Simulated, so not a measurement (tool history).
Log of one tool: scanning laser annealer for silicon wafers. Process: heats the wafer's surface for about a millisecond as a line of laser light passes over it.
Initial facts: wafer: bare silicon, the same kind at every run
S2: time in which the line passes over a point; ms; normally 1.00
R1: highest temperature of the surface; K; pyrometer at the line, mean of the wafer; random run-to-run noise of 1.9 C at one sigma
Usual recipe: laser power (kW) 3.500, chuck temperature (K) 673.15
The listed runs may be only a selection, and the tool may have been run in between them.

{"run": 1, "hour": 0.0, "laser power (kW)": 3.5, "S2": 1.0, "chuck temperature (K)": 673.15, "R1": 1412.15}
{"run": 2, "hour": 27.8, "laser power (kW)": 3.5, "S2": 1.0, "chuck temperature (K)": 673.15, "R1": 1410.15}
{"hour": 52.4, "done": "optics aligned, line set to its width"}
{"run": 3, "hour": 69.4, "laser power (kW)": 3.5, "S2": 1.0, "chuck temperature (K)": 685.15, "R1": 1442.15}
{"run": 4, "hour": 108.8, "laser power (kW)": 3.5, "S2": 1.0, "chuck temperature (K)": 685.15, "R1": 1443.15}
{"run": 5, "hour": 149.9, "laser power (kW)": 3.5, "S2": 1.0, "chuck temperature (K)": 685.15, "R1": 1441.15}
{"run": 6, "hour": 183.2, "laser power (kW)": 3.5, "S2": 1.0, "chuck temperature (K)": 673.15, "R1": 1428.15}
{"run": 7, "hour": 205.4, "laser power (kW)": 3.5, "S2": 1.0, "chuck temperature (K)": 673.15, "R1": 1430.15}
{"run": 8, "hour": 240.7, "laser power (kW)": 3.5, "S2": 1.0, "chuck temperature (K)": 685.15, "R1": 1440.15}
{"run": 9, "hour": 267.2, "laser power (kW)": 3.5, "S2": 1.0, "chuck temperature (K)": 685.15, "R1": 1442.15}
{"run": 10, "hour": 314.2, "laser power (kW)": 3.5, "S2": 1.0, "chuck temperature (K)": 651.15, "R1": 1403.15}
{"run": 11, "hour": 341.0, "laser power (kW)": 3.5, "S2": 1.0, "chuck temperature (K)": 635.15, "R1": 1386.15}
{"run": 12, "hour": 375.9, "laser power (kW)": 3.5, "S2": 1.0, "chuck temperature (K)": 673.15, "R1": 1426.15}
{"run": 13, "hour": 403.8, "laser power (kW)": 3.356, "S2": 1.0, "chuck temperature (K)": 673.15, "R1": 1391.15}
{"run": 14, "hour": 428.6, "laser power (kW)": 3.356, "S2": 1.0, "chuck temperature (K)": 673.15, "R1": 1389.15}
{"run": 15, "hour": 454.1, "laser power (kW)": 3.356, "S2": 1.0, "chuck temperature (K)": 673.15, "R1": 1385.15}
{"hour": 458.7, "done": "window over the wafer cleaned"}
{"run": 16, "hour": 499.4, "laser power (kW)": 3.5, "S2": 1.04, "chuck temperature (K)": 673.15, "R1": 1436.15}
{"run": 17, "hour": 540.5, "laser power (kW)": 3.5, "S2": 1.04, "chuck temperature (K)": 673.15, "R1": 1439.15}
{"run": 18, "hour": 579.6, "laser power (kW)": 3.5, "S2": 1.04, "chuck temperature (K)": 673.15, "R1": 1434.15}
{"run": 19, "hour": 604.6, "laser power (kW)": 3.5, "S2": 1.04, "chuck temperature (K)": 673.15, "R1": 1434.15}
{"run": 20, "hour": 653.3, "laser power (kW)": 3.5, "S2": 1.0, "chuck temperature (K)": 673.15, "R1": 1419.15}
{"hour": 682.3, "done": "window over the wafer cleaned, once more"}
{"run": 21, "hour": 682.3, "laser power (kW)": 3.5, "S2": 0.71, "chuck temperature (K)": 673.15, "R1": 1299.15}
{"run": 22, "hour": 714.5, "laser power (kW)": 3.5, "S2": 1.0, "chuck temperature (K)": 687.15, "R1": 1441.15}
{"run": 23, "hour": 766.0, "laser power (kW)": 3.5, "S2": 1.15, "chuck temperature (K)": 687.15, "R1": 1498.15}
{"run": 24, "hour": 809.5, "laser power (kW)": 3.359, "S2": 0.86, "chuck temperature (K)": 638.15, "R1": 1301.15}
{"run": 25, "hour": 840.5, "laser power (kW)": 3.359, "S2": 0.86, "chuck temperature (K)": 638.15, "R1": 1303.15}
{"run": 26, "hour": 887.4, "laser power (kW)": 3.359, "S2": 0.86, "chuck temperature (K)": 638.15, "R1": 1298.15}
{"run": 27, "hour": 918.9, "laser power (kW)": 3.359, "S2": 0.84, "chuck temperature (K)": 660.15, "R1": 1314.15}
{"run": 28, "hour": 952.8, "laser power (kW)": 3.47, "S2": 1.09, "chuck temperature (K)": 673.15, "R1": 1454.15}
{"run": 29, "hour": 976.4, "laser power (kW)": 3.5, "S2": 0.82, "chuck temperature (K)": 673.15, "R1": 1349.15}
{"run": 30, "hour": 999.8, "laser power (kW)": 3.627, "S2": 0.82, "chuck temperature (K)": 635.15, "R1": 1333.15}
{"run": 31, "hour": 1022.2, "laser power (kW)": 3.457, "S2": 0.82, "chuck temperature (K)": 701.15, "R1": 1362.15}
{"run": 32, "hour": 1050.8, "laser power (kW)": 3.5, "S2": 0.82, "chuck temperature (K)": 691.15, "R1": 1364.15}
{"run": 33, "hour": 1089.8, "laser power (kW)": 3.5, "S2": 0.82, "chuck temperature (K)": 691.15, "R1": 1360.15}
{"run": 34, "hour": 1120.4, "laser power (kW)": 3.743, "S2": 1.0, "chuck temperature (K)": 673.15, "R1": 1473.15}
{"run": 35, "hour": 1163.1, "laser power (kW)": 3.743, "S2": 1.0, "chuck temperature (K)": 673.15, "R1": 1475.15}
{"run": 36, "hour": 1188.1, "laser power (kW)": 3.743, "S2": 1.0, "chuck temperature (K)": 673.15, "R1": 1476.15}
{"run": 37, "hour": 1225.7, "laser power (kW)": 3.475, "S2": 0.77, "chuck temperature (K)": 670.15, "R1": 1309.15}
{"run": 38, "hour": 1268.4, "laser power (kW)": 3.475, "S2": 0.77, "chuck temperature (K)": 670.15, "R1": 1310.15}
{"run": 39, "hour": 1289.3, "laser power (kW)": 3.475, "S2": 0.77, "chuck temperature (K)": 670.15, "R1": 1306.15}

A few steps of R1 between consecutive runs. Split each: what settings, incoming material and random variation would produce without the hidden state, and what is left over for the hidden state, along with gauge scatter present in only one of the two compared results (measured, and without hidden state):
Unlogged tool condition in this case: light that passes the window, % of a clean one's; laser's true power over the reading, %; width of the line over the set one, %; drift of the gauge itself on peak_c, C.
Run 2 -> 3: chuck temperature (K) 673.15 -> 685.15, optics aligned, line set to its width. R1 +32.00 K: hidden state +20.00, all else +12.00.
Run 15 -> 16: laser power (kW) 3.356 -> 3.500, S2 1.00 -> 1.04, window over the wafer cleaned. R1 +51.00 K: hidden state -4.00, all else +55.00.
Run 20 -> 21: S2 1.00 -> 0.71, window over the wafer cleaned, once more. R1 -120.00 K: hidden state +12.00, all else -132.00.
Run 21 -> 22: S2 0.71 -> 1.00, chuck temperature (K) 673.15 -> 687.15. R1 +142.00 K: hidden state +0.00, all else +142.00.
Run 23 -> 24: laser power (kW) 3.500 -> 3.359, S2 1.15 -> 0.86, chuck temperature (K) 687.15 -> 638.15. R1 -197.00 K: hidden state +0.00, all else -197.00.
Run 36 -> 37: laser power (kW) 3.743 -> 3.475, S2 1.00 -> 0.77, chuck temperature (K) 673.15 -> 670.15. R1 -167.00 K: hidden state +2.00, all else -169.00.
